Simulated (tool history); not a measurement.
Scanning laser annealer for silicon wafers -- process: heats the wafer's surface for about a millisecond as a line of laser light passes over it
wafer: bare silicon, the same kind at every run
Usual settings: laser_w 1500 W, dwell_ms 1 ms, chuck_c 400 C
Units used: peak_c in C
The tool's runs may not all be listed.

run	day	laser_w	dwell_ms	chuck_c	peak_c
1	0	1500	1	400	1077
2	0.5	1500	1	400	1078
3	1.425	1500	0.95	400	1062
4	1.829	1500	1.02	400	1084
5	2.754	1500	1.02	400	1078
6	3.317	1500	1.02	437	1121
7	4.079	1500	1	400	1076
8	4.842	1500	1	400	1074
9	5.358	1500	1	400	1072
# day 6.175: window over the wafer cleaned
10	6.271	1500	1	400	1092
11	7.133	1500	1	379	1074
12	7.538	1500	1	400	1098
13	8.067	1500	1	400	1097
14	9.012	1500	0.72	400	989
15	9.521	1500	0.72	400	989
16	10.146	1500	0.72	400	990
# day 10.354: laser's power meter calibrated
17	11.212	1500	0.72	400	985
18	12.117	1500	0.86	400	1041
19	12.575	1500	0.86	400	1041
20	13.283	1488	1	400	1086
21	13.821	1500	0.86	400	1039
22	14.554	1312	0.87	400	940
# day 14.808: laser's power meter calibrated, once more
23	15.158	1312	0.87	400	941
24	15.938	1312	0.87	400	938
25	16.817	1313	1.08	400	1003
26	17.296	1313	1.08	400	1005
27	17.979	1313	1.08	400	1004
28	18.529	1313	1.08	400	1002
29	19.467	1313	1.08	400	1001
30	19.996	1313	1.08	400	1001
31	20.971	1500	1.06	378	1088
32	21.571	1433	1.06	378	1046
33	22.042	1433	1.06	378	1044
34	22.7	1500	1.01	429	1116
35	23.533	1367	1	400	1006
36	24.433	1375	0.72	364	877
37	24.9	1500	1	370	1054
38	25.321	1437	1	411	1058
39	26.1	1437	1	394	1039
40	26.967	1597	0.82	404	1073
41	27.846	1415	1	410	1038

Branching from run 41: 4 alternative next runs. What would each branch give?
A	28.596	1415	1.07	365	?
B	28.596	1283	1.02	415	?
C	28.596	1516	0.82	400	?
D	28.596	1415	0.75	370	?

run	peak_c
A	1022
B	974
C	1022
D	916
Had the tool no hidden state, the same runs would have come out as:
run	peak_c
A	1042
B	991
C	1041
D	933

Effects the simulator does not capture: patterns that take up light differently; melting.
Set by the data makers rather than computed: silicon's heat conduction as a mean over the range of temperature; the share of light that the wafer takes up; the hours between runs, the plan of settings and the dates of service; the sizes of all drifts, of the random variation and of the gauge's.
